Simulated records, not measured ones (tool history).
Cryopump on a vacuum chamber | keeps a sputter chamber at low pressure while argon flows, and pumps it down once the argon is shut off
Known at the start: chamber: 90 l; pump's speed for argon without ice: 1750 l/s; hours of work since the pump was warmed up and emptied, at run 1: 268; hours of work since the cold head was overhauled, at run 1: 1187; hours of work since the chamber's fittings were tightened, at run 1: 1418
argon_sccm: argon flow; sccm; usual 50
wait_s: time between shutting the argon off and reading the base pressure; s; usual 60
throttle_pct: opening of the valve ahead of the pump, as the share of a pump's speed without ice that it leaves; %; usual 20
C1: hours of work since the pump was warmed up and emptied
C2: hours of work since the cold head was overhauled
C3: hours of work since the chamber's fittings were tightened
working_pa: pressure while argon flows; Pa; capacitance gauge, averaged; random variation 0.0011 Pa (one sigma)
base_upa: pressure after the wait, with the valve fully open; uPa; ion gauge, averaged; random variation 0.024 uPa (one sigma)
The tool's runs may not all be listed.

Run 1, hour 0: usual settings; C1 268; C2 1187; C3 1418. Result: working_pa 0.2497 Pa, base_upa 1.44 uPa.
Run 2, hour 109.3: usual settings but wait_s 32 s; C1 339; C2 1259; C3 1490. Result: working_pa 0.2514 Pa, base_upa 2.06 uPa.
Run 3, hour 218.2: usual settings but wait_s 32 s; C1 411; C2 1331; C3 1562. Result: working_pa 0.2523 Pa, base_upa 2.1 uPa.
Run 4, hour 342.2: usual settings but argon_sccm 75 sccm; C1 493; C2 1412; C3 1643. Result: working_pa 0.3861 Pa, base_upa 1.63 uPa.
Run 5, hour 399.8: usual settings but argon_sccm 75 sccm; C1 531; C2 1450; C3 1681. Result: working_pa 0.3862 Pa, base_upa 1.66 uPa.
Run 6, hour 527.2: usual settings but argon_sccm 48 sccm, wait_s 64 s, throttle_pct 21 %; C1 614; C2 1534; C3 1765. Result: working_pa 0.2381 Pa, base_upa 1.74 uPa.
Run 7, hour 597.7: usual settings but argon_sccm 48 sccm, wait_s 64 s, throttle_pct 21 %; C1 661; C2 1580; C3 1811. Result: working_pa 0.2396 Pa, base_upa 1.73 uPa.
Run 8, hour 717.7: usual settings but argon_sccm 31 sccm, wait_s 92 s; C1 740; C2 1659; C3 1890. Result: working_pa 0.164 Pa, base_upa 1.65 uPa.
At hour 796.2: pump warmed up, emptied and cooled again.
Run 9, hour 833.4: usual settings but argon_sccm 52 sccm, wait_s 23 s, throttle_pct 19 %; C1 25; C2 1732; C3 1963. Result: working_pa 0.2677 Pa, base_upa 2.59 uPa.
Run 10, hour 929.7: usual settings but argon_sccm 62 sccm, throttle_pct 54 %; C1 88; C2 1796; C3 2026. Result: working_pa 0.1139 Pa, base_upa 1.58 uPa.

Some steps in working_pa between neighbouring runs. How much of each would the tool show without its hidden state too (settings, what came in, random variation), and how much is left for the hidden state, with any gauge scatter that isn't in both results?
The hidden state here: pump's speed, % of a pump's without ice; cold plate's temperature, K; leak into the chamber, uPa l/s; drift of the gauge itself on working_pa, %; drift of the gauge itself on base_upa, %.
Run 8 -> 9: argon_sccm 31 -> 52, wait_s 92 -> 23, throttle_pct 20 -> 19, pump warmed up, emptied and cooled again. working_pa +0.1037 Pa: hidden state -0.0124, all else +0.1161.
Run 9 -> 10: argon_sccm 52 -> 62, wait_s 23 -> 60, throttle_pct 19 -> 54. working_pa -0.1538 Pa: hidden state +0.0022, all else -0.156.

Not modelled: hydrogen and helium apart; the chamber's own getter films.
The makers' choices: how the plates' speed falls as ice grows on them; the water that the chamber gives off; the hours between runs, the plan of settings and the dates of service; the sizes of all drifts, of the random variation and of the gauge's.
